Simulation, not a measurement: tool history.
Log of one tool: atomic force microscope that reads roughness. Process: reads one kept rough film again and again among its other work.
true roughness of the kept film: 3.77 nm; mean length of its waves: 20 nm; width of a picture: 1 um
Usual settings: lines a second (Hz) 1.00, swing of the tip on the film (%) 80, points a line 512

| run | hour | lines a second (Hz) | swing of the tip on the film (%) | points a line | roughness of the kept film (nm (root mean square)) |
|---|---|---|---|---|---|
| 1 | 0.0 | 1.00 | 80 | 512 | 1.993 |
| 2 | 22.5 | 1.00 | 80 | 512 | 1.864 |
| 3 | 48.6 | 1.00 | 80 | 512 | 1.713 |
| 4 | 62.1 | 1.00 | 80 | 512 | 1.653 |
| 5 | 84.7 | 0.79 | 80 | 512 | 1.553 |
|  | 87.7 | new tip fitted |
| 6 | 103.4 | 1.00 | 80 | 337 | 2.600 |
| 7 | 114.5 | 1.37 | 84 | 815 | 2.468 |
| 8 | 135.6 | 1.83 | 82 | 591 | 2.223 |
| 9 | 156.8 | 1.83 | 82 | 591 | 2.059 |
| 10 | 176.6 | 1.84 | 88 | 361 | 1.850 |
| 11 | 197.4 | 1.12 | 62 | 499 | 1.868 |
| 12 | 214.2 | 0.51 | 58 | 780 | 1.818 |

Hidden state or all else? Some run-to-run changes of roughness of the kept film (nm (root mean square)), split into what the settings, what came in and random variation would give without the hidden state, and what is left for the hidden state (with any gauge scatter that isn't in both results):
The hidden state here: radius of the tip, nm; height scale over the true one, %; drift of the gauge itself on roughness_nm, %.
Run 5 -> 6: lines a second (Hz) 0.79 -> 1.00, points a line 512 -> 337, new tip fitted. roughness of the kept film (nm (root mean square)) +1.047: hidden state +1.093, all else -0.046.
